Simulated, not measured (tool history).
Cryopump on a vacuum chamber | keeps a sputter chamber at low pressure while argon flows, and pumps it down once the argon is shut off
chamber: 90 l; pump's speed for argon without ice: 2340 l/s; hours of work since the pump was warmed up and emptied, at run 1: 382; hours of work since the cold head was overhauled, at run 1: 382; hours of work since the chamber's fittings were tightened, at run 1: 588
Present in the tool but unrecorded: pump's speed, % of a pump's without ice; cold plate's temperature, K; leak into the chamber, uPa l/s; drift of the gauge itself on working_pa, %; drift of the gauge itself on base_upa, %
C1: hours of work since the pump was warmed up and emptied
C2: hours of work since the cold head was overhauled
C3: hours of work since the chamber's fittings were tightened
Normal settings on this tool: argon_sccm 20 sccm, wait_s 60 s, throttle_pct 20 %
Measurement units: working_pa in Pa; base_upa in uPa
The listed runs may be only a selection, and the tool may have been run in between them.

{"run": 1, "hour": 0.0, "argon_sccm": 20, "wait_s": 60, "throttle_pct": 20, "C1": 382, "C2": 382, "C3": 588, "working_pa": 0.0738, "base_upa": 0.97}
{"run": 2, "hour": 10.1, "argon_sccm": 20, "wait_s": 60, "throttle_pct": 20, "C1": 390, "C2": 390, "C3": 596, "working_pa": 0.0734, "base_upa": 0.97}
{"run": 3, "hour": 23.9, "argon_sccm": 20, "wait_s": 60, "throttle_pct": 59, "C1": 402, "C2": 402, "C3": 608, "working_pa": 0.0252, "base_upa": 0.94}
{"run": 4, "hour": 39.4, "argon_sccm": 20, "wait_s": 60, "throttle_pct": 59, "C1": 415, "C2": 415, "C3": 621, "working_pa": 0.0255, "base_upa": 1.01}
{"run": 5, "hour": 52.6, "argon_sccm": 20, "wait_s": 46, "throttle_pct": 20, "C1": 425, "C2": 425, "C3": 631, "working_pa": 0.0734, "base_upa": 1.22}
{"run": 6, "hour": 66.1, "argon_sccm": 15, "wait_s": 46, "throttle_pct": 20, "C1": 437, "C2": 437, "C3": 643, "working_pa": 0.0562, "base_upa": 1.21}
{"run": 7, "hour": 73.1, "argon_sccm": 20, "wait_s": 190, "throttle_pct": 20, "C1": 442, "C2": 442, "C3": 648, "working_pa": 0.0733, "base_upa": 0.48}
{"run": 8, "hour": 83.5, "argon_sccm": 20, "wait_s": 190, "throttle_pct": 20, "C1": 451, "C2": 451, "C3": 657, "working_pa": 0.0734, "base_upa": 0.53}
{"run": 9, "hour": 96.1, "argon_sccm": 20, "wait_s": 190, "throttle_pct": 20, "C1": 461, "C2": 461, "C3": 667, "working_pa": 0.074, "base_upa": 0.51}
{"run": 10, "hour": 106.3, "argon_sccm": 20, "wait_s": 190, "throttle_pct": 20, "C1": 470, "C2": 470, "C3": 676, "working_pa": 0.0738, "base_upa": 0.49}
{"run": 11, "hour": 114.4, "argon_sccm": 20, "wait_s": 60, "throttle_pct": 42, "C1": 477, "C2": 477, "C3": 683, "working_pa": 0.0361, "base_upa": 0.99}
{"run": 12, "hour": 125.7, "argon_sccm": 20, "wait_s": 60, "throttle_pct": 42, "C1": 486, "C2": 486, "C3": 692, "working_pa": 0.035, "base_upa": 1.05}
{"run": 13, "hour": 136.7, "argon_sccm": 20, "wait_s": 203, "throttle_pct": 51, "C1": 495, "C2": 495, "C3": 701, "working_pa": 0.0301, "base_upa": 0.48}
{"run": 14, "hour": 150.1, "argon_sccm": 12, "wait_s": 84, "throttle_pct": 38, "C1": 506, "C2": 506, "C3": 712, "working_pa": 0.0249, "base_upa": 0.77}
{"run": 15, "hour": 159.7, "argon_sccm": 21, "wait_s": 60, "throttle_pct": 39, "C1": 514, "C2": 514, "C3": 720, "working_pa": 0.04, "base_upa": 1.01}
{"run": 16, "hour": 170.4, "argon_sccm": 21, "wait_s": 60, "throttle_pct": 39, "C1": 523, "C2": 523, "C3": 729, "working_pa": 0.0421, "base_upa": 0.99}
{"run": 17, "hour": 185.4, "argon_sccm": 9, "wait_s": 60, "throttle_pct": 20, "C1": 535, "C2": 535, "C3": 741, "working_pa": 0.033, "base_upa": 1.01}
{"run": 18, "hour": 195.8, "argon_sccm": 9, "wait_s": 60, "throttle_pct": 20, "C1": 544, "C2": 544, "C3": 750, "working_pa": 0.0342, "base_upa": 1.0}
{"run": 19, "hour": 209.0, "argon_sccm": 9, "wait_s": 60, "throttle_pct": 20, "C1": 555, "C2": 555, "C3": 761, "working_pa": 0.033, "base_upa": 1.01}
{"run": 20, "hour": 219.4, "argon_sccm": 9, "wait_s": 60, "throttle_pct": 20, "C1": 563, "C2": 563, "C3": 769, "working_pa": 0.0329, "base_upa": 1.01}
{"run": 21, "hour": 233.0, "argon_sccm": 30, "wait_s": 244, "throttle_pct": 18, "C1": 574, "C2": 574, "C3": 780, "working_pa": 0.1239, "base_upa": 0.44}
{"run": 22, "hour": 248.5, "argon_sccm": 18, "wait_s": 60, "throttle_pct": 17, "C1": 587, "C2": 587, "C3": 793, "working_pa": 0.078, "base_upa": 1.02}
{"run": 23, "hour": 256.7, "argon_sccm": 39, "wait_s": 39, "throttle_pct": 34, "C1": 594, "C2": 594, "C3": 800, "working_pa": 0.087, "base_upa": 1.43}
{"run": 24, "hour": 268.2, "argon_sccm": 11, "wait_s": 88, "throttle_pct": 58, "C1": 603, "C2": 603, "C3": 809, "working_pa": 0.0149, "base_upa": 0.81}

3 options for the next run, each taken on its own from the tool as it stands now. Forecast them:
{"run": "A", "hour": 279.6, "argon_sccm": 16, "wait_s": 60, "throttle_pct": 20, "C1": 613, "C2": 613, "C3": 819, "working_pa": "?", "base_upa": "?"}
{"run": "B", "hour": 279.6, "argon_sccm": 11, "wait_s": 103, "throttle_pct": 58, "C1": 613, "C2": 613, "C3": 819, "working_pa": "?", "base_upa": "?"}
{"run": "C", "hour": 279.6, "argon_sccm": 20, "wait_s": 290, "throttle_pct": 16, "C1": 613, "C2": 613, "C3": 819, "working_pa": "?", "base_upa": "?"}

run=A working_pa=0.0601 base_upa=1.03
run=B working_pa=0.0155 base_upa=0.72
run=C working_pa=0.0919 base_upa=0.41
The same runs, with their run-to-run variation unchanged, on a tool lacking any hidden condition would have given:
run=A working_pa=0.0584 base_upa=0.89
run=B working_pa=0.0143 base_upa=0.58
run=C working_pa=0.0898 base_upa=0.27
